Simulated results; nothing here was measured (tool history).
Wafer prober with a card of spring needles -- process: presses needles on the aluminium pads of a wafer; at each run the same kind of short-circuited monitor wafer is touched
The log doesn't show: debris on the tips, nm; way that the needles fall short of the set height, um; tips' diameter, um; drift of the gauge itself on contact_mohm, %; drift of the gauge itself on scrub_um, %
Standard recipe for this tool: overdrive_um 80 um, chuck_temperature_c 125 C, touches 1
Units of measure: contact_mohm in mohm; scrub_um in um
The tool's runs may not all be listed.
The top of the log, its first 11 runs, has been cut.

run,hour,overdrive_um,chuck_temperature_c,touches,touches since the tips were cleaned,cleanings since the card got new needles,touches since the first contact's height was set,contact_mohm,scrub_um
# hour 218.2: tips cleaned on abrasive film
12,243.2,80,77,1,5651,29,93931,277,11.04
# hour 247.8: tips cleaned on abrasive film
13,269.7,80,125,1,4924,30,99872,277,10.98
# hour 276.8: tips cleaned on abrasive film
14,300.3,92,125,1,5301,31,106757,271,12.68
# hour 305.8: tips cleaned on abrasive film
15,330.4,92,125,1,5539,32,113526,274,12.57
# hour 334.9: tips cleaned on abrasive film
16,343.4,92,125,1,1913,33,116431,259,12.60
# hour 362.0: height of the first contact set anew
# hour 364.2: tips cleaned on abrasive film
17,364.2,92,125,1,0,34,473,249,12.89
# hour 393.1: tips cleaned on abrasive film
18,393.1,69,32,1,0,35,6979,227,9.71
19,410.5,65,97,3,3911,35,10890,254,9.02
# hour 421.8: tips cleaned on abrasive film
20,427.2,65,97,3,1211,36,14643,247,9.06
# hour 449.9: tips cleaned on abrasive film
21,451.1,88,69,3,283,37,20019,235,12.21
22,475.8,88,69,3,5844,37,25580,245,12.27
# hour 478.2: tips cleaned on abrasive film
23,498.8,88,69,3,4654,38,30752,240,12.30
# hour 507.8: tips cleaned on abrasive film
24,515.1,88,69,3,1635,39,34392,236,12.25
# hour 537.3: tips cleaned on abrasive film
25,541.7,88,75,3,974,40,40372,239,12.33
# hour 566.4: tips cleaned on abrasive film
26,566.4,88,50,3,0,41,45937,229,12.24
27,583.8,88,50,3,3916,41,49853,237,12.27
# hour 596.0: tips cleaned on abrasive film
28,613.5,88,50,3,3941,42,56526,238,12.13
# hour 625.7: tips cleaned on abrasive film
29,632.0,80,125,3,1415,43,60677,252,11.11
# hour 654.9: tips cleaned on abrasive film
30,663.9,80,26,2,2018,44,67848,238,11.10
# hour 684.2: tips cleaned on abrasive film
31,687.2,80,48,1,681,45,73096,238,11.05
# hour 713.5: tips cleaned on abrasive film
32,713.9,99,48,1,82,46,79087,229,13.67
33,727.5,99,48,1,3159,46,82164,249,13.68

3 options for the next run, each taken on its own from the tool as it stands now. Forecast them:
# hour 741.6: tips cleaned on abrasive film
A,753.3,82,50,1,2640,47,87949,?,?
# hour 741.6: tips cleaned on abrasive film
B,753.3,93,30,2,2640,47,87949,?,?
# hour 741.6: tips cleaned on abrasive film
C,753.3,95,36,2,2640,47,87949,?,?

run,contact_mohm,scrub_um
A,258,11.32
B,234,12.88
C,235,13.21
With no hidden state in the tool, these same runs would have given:
run,contact_mohm,scrub_um
A,231,11.53
B,220,13.09
C,222,13.42

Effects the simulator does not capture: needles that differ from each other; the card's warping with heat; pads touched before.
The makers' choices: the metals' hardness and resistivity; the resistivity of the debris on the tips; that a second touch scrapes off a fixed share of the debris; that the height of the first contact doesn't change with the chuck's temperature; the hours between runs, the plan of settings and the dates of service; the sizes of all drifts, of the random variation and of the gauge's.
